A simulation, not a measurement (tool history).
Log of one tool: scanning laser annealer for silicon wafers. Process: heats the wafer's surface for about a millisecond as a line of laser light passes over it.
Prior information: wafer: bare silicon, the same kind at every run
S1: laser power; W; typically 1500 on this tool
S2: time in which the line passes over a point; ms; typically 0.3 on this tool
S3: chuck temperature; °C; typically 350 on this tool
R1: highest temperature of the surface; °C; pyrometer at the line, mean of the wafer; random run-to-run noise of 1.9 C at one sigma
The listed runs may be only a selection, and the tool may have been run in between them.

{"run": 1, "hour": 0.0, "S1": 1500, "S2": 0.3, "S3": 350, "R1": 1096}
{"run": 2, "hour": 22.1, "S1": 1500, "S2": 0.3, "S3": 350, "R1": 1088}
{"run": 3, "hour": 42.9, "S1": 1500, "S2": 0.3, "S3": 350, "R1": 1092}
{"run": 4, "hour": 64.6, "S1": 1500, "S2": 0.3, "S3": 350, "R1": 1090}
{"run": 5, "hour": 85.5, "S1": 1500, "S2": 0.3, "S3": 350, "R1": 1086}
{"run": 6, "hour": 109.4, "S1": 1500, "S2": 0.3, "S3": 350, "R1": 1089}
{"hour": 127.4, "done": "optics aligned, line set to its width"}
{"run": 7, "hour": 128.5, "S1": 1500, "S2": 0.3, "S3": 350, "R1": 1105}
{"run": 8, "hour": 145.1, "S1": 1500, "S2": 0.3, "S3": 350, "R1": 1103}
{"run": 9, "hour": 161.3, "S1": 1500, "S2": 0.3, "S3": 350, "R1": 1103}
{"run": 10, "hour": 186.0, "S1": 1500, "S2": 0.368, "S3": 350, "R1": 1189}
{"run": 11, "hour": 203.6, "S1": 1500, "S2": 0.231, "S3": 350, "R1": 1001}
{"run": 12, "hour": 221.5, "S1": 1500, "S2": 0.231, "S3": 350, "R1": 1001}
{"run": 13, "hour": 247.1, "S1": 1625, "S2": 0.3, "S3": 350, "R1": 1168}
{"run": 14, "hour": 266.5, "S1": 1625, "S2": 0.3, "S3": 350, "R1": 1167}
{"run": 15, "hour": 295.8, "S1": 1625, "S2": 0.3, "S3": 356, "R1": 1172}
{"run": 16, "hour": 322.1, "S1": 1500, "S2": 0.3, "S3": 350, "R1": 1096}
{"run": 17, "hour": 352.3, "S1": 1284, "S2": 0.3, "S3": 350, "R1": 965}
{"run": 18, "hour": 366.9, "S1": 1500, "S2": 0.299, "S3": 350, "R1": 1088}
{"run": 19, "hour": 392.5, "S1": 1500, "S2": 0.3, "S3": 350, "R1": 1088}
{"hour": 398.9, "done": "window over the wafer cleaned"}
{"run": 20, "hour": 409.5, "S1": 1500, "S2": 0.3, "S3": 350, "R1": 1132}
{"run": 21, "hour": 431.3, "S1": 1611, "S2": 0.212, "S3": 350, "R1": 1053}
{"run": 22, "hour": 462.0, "S1": 1591, "S2": 0.3, "S3": 350, "R1": 1186}
{"run": 23, "hour": 484.6, "S1": 1434, "S2": 0.353, "S3": 341, "R1": 1148}
{"run": 24, "hour": 516.1, "S1": 1604, "S2": 0.312, "S3": 350, "R1": 1206}
{"run": 25, "hour": 535.1, "S1": 1471, "S2": 0.26, "S3": 350, "R1": 1052}
{"run": 26, "hour": 558.4, "S1": 1471, "S2": 0.26, "S3": 350, "R1": 1051}
{"run": 27, "hour": 575.7, "S1": 1543, "S2": 0.3, "S3": 368, "R1": 1165}
{"run": 28, "hour": 593.8, "S1": 1559, "S2": 0.348, "S3": 350, "R1": 1223}
{"run": 29, "hour": 620.4, "S1": 1500, "S2": 0.3, "S3": 329, "R1": 1097}
{"run": 30, "hour": 635.6, "S1": 1500, "S2": 0.3, "S3": 323, "R1": 1092}
{"run": 31, "hour": 660.9, "S1": 1500, "S2": 0.236, "S3": 350, "R1": 1023}
{"run": 32, "hour": 685.9, "S1": 1500, "S2": 0.342, "S3": 350, "R1": 1171}
{"run": 33, "hour": 706.0, "S1": 1473, "S2": 0.296, "S3": 350, "R1": 1092}
{"run": 34, "hour": 725.4, "S1": 1479, "S2": 0.3, "S3": 367, "R1": 1117}
{"run": 35, "hour": 750.8, "S1": 1500, "S2": 0.372, "S3": 375, "R1": 1232}
{"run": 36, "hour": 773.4, "S1": 1439, "S2": 0.315, "S3": 322, "R1": 1063}
{"run": 37, "hour": 796.2, "S1": 1354, "S2": 0.244, "S3": 334, "R1": 935}
{"run": 38, "hour": 828.7, "S1": 1378, "S2": 0.213, "S3": 350, "R1": 920}

Results for each run, recomputed without the tool's hidden state and with each run's random variation untouched:
The tool's hidden condition here consists of: light that passes the window, % of a clean one's; laser's true power over the reading, %; width of the line over the set one, %; drift of the gauge itself on peak_c, C.
run=1 R1=1144
run=2 R1=1138
run=3 R1=1143
run=4 R1=1142
run=5 R1=1140
run=6 R1=1144
run=7 R1=1142
run=8 R1=1140
run=9 R1=1142
run=10 R1=1234
run=11 R1=1037
run=12 R1=1038
run=13 R1=1217
run=14 R1=1217
run=15 R1=1224
run=16 R1=1145
run=17 R1=1008
run=18 R1=1140
run=19 R1=1143
run=20 R1=1139
run=21 R1=1061
run=22 R1=1198
run=23 R1=1161
run=24 R1=1222
run=25 R1=1067
run=26 R1=1068
run=27 R1=1184
run=28 R1=1246
run=29 R1=1119
run=30 R1=1116
run=31 R1=1044
run=32 R1=1199
run=33 R1=1119
run=34 R1=1146
run=35 R1=1267
run=36 R1=1095
run=37 R1=962
run=38 R1=948
